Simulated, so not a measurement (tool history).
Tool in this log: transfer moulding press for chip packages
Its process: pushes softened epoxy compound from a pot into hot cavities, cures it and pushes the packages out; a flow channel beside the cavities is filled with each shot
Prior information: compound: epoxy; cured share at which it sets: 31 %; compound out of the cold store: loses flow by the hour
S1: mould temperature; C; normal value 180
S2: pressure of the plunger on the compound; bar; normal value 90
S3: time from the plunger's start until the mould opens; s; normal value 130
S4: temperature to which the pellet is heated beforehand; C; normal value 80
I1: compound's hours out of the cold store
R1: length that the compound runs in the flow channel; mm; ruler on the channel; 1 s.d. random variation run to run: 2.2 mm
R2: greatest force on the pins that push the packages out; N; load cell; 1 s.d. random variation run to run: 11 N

| run | hour | S1 | S2 | S3 | S4 | I1 | R1 | R2 |
|---|---|---|---|---|---|---|---|---|
| 1 | 0 | 180 | 90 | 130 | 80 | 43.7 | 593 | 512 |
| 2 | 38.8 | 180 | 90 | 130 | 80 | 10.6 | 665 | 739 |
|  | 55.7 | cavities cleaned with cleaning compound and waxed |
|  | 115.8 | plunger's sealing rings changed |
|  | 117.3 | cavities cleaned with cleaning compound and waxed |
| 3 | 131.9 | 180 | 90 | 130 | 80 | 15.7 | 684 | 620 |
|  | 177.1 | cavities cleaned with cleaning compound and waxed |
| 4 | 192.6 | 183 | 90 | 130 | 80 | 44 | 608 | 572 |
|  | 236 | cavities cleaned with cleaning compound and waxed |
| 5 | 255.5 | 183 | 90 | 130 | 80 | 35.7 | 616 | 565 |
|  | 295.9 | cavities cleaned with cleaning compound and waxed |
| 6 | 296.6 | 180 | 90 | 130 | 80 | 16.6 | 672 | 517 |
|  | 353.8 | cavities cleaned with cleaning compound and waxed |
| 7 | 359.4 | 180 | 90 | 130 | 80 | 43.1 | 604 | 533 |
|  | 413 | cavities cleaned with cleaning compound and waxed |
| 8 | 428.2 | 180 | 90 | 130 | 80 | 44.5 | 595 | 599 |
|  | 472.4 | mould's thermocouples calibrated |
|  | 473.9 | cavities cleaned with cleaning compound and waxed |
| 9 | 518.3 | 180 | 90 | 130 | 80 | 42.6 | 594 | 758 |
|  | 535.7 | cavities cleaned with cleaning compound and waxed |
|  | 592.6 | cavities cleaned with cleaning compound and waxed |
| 10 | 603.8 | 180 | 90 | 130 | 80 | 47.7 | 580 | 585 |
|  | 617.1 | plunger's sealing rings changed |
|  | 658.7 | cavities cleaned with cleaning compound and waxed |
| 11 | 671.7 | 181 | 90 | 130 | 80 | 21.2 | 669 | 584 |
|  | 720.6 | cavities cleaned with cleaning compound and waxed |
| 12 | 760.1 | 181 | 90 | 130 | 80 | 31.5 | 632 | 694 |
|  | 781.1 | cavities cleaned with cleaning compound and waxed |
|  | 839.1 | cavities cleaned with cleaning compound and waxed |
| 13 | 839.1 | 180 | 90 | 130 | 80 | 11.6 | 683 | 545 |
| 14 | 884.8 | 187 | 82.5 | 130 | 80 | 10.8 | 625 | 687 |
|  | 899 | cavities cleaned with cleaning compound and waxed |
|  | 959.5 | cavities cleaned with cleaning compound and waxed |
| 15 | 976.6 | 187 | 82.5 | 140 | 80 | 35.6 | 565 | 541 |
|  | 1017 | cavities cleaned with cleaning compound and waxed |
| 16 | 1032.4 | 187 | 82.5 | 140 | 80 | 39.2 | 553 | 552 |
|  | 1079.8 | cavities cleaned with cleaning compound and waxed |
| 17 | 1081.2 | 180 | 68.5 | 130 | 80 | 28.2 | 543 | 516 |
|  | 1120.1 | plunger's sealing rings changed |
|  | 1141.3 | cavities cleaned with cleaning compound and waxed |
| 18 | 1153.6 | 180 | 68.5 | 130 | 80 | 16.1 | 596 | 591 |
|  | 1169.1 | mould's thermocouples calibrated |
|  | 1200.3 | cavities cleaned with cleaning compound and waxed |
| 19 | 1247.4 | 180 | 68.5 | 130 | 80 | 46.6 | 529 | 725 |
|  | 1259.8 | cavities cleaned with cleaning compound and waxed |
|  | 1318.3 | cavities cleaned with cleaning compound and waxed |
| 20 | 1336.8 | 181 | 86 | 160 | 75 | 43.2 | 591 | 574 |
|  | 1379.2 | cavities cleaned with cleaning compound and waxed |
| 21 | 1400.5 | 180 | 92.8 | 130 | 81 | 17.3 | 670 | 659 |
|  | 1440.5 | cavities cleaned with cleaning compound and waxed |
| 22 | 1447.4 | 180 | 92.8 | 130 | 81 | 12.6 | 680 | 560 |
|  | 1499.5 | cavities cleaned with cleaning compound and waxed |
| 23 | 1536.1 | 173 | 79.7 | 129 | 73 | 32.9 | 602 | 1114 |
|  | 1559.1 | cavities cleaned with cleaning compound and waxed |
| 24 | 1589.5 | 173 | 79.7 | 129 | 73 | 42.2 | 579 | 1030 |
|  | 1624.2 | plunger's sealing rings changed |
|  | 1625.7 | cavities cleaned with cleaning compound and waxed |
| 25 | 1642.8 | 173 | 79.7 | 129 | 73 | 27.1 | 645 | 989 |
|  | 1687.8 | cavities cleaned with cleaning compound and waxed |
| 26 | 1711.4 | 173 | 79.7 | 129 | 73 | 37.3 | 615 | 996 |

Consider 3 possible next runs. They are alternatives, not a sequence: every one starts from the tool as it was left by run 26. What does each give?
|  | 1746.4 | cavities cleaned with cleaning compound and waxed |
| A | 1754.8 | 180 | 85.7 | 129 | 80 | 32.2 | ? | ? |
|  | 1746.4 | cavities cleaned with cleaning compound and waxed |
| B | 1754.8 | 176 | 87.1 | 129 | 73 | 17.6 | ? | ? |
|  | 1746.4 | cavities cleaned with cleaning compound and waxed |
| C | 1754.8 | 173 | 93.4 | 130 | 83 | 28.3 | ? | ? |

| run | R1 | R2 |
|---|---|---|
| A | 619 | 541 |
| B | 676 | 713 |
| C | 682 | 839 |
What these runs would have given with no unlogged condition in the tool:
| run | R1 | R2 |
|---|---|---|
| A | 631 | 489 |
| B | 690 | 662 |
| C | 696 | 785 |
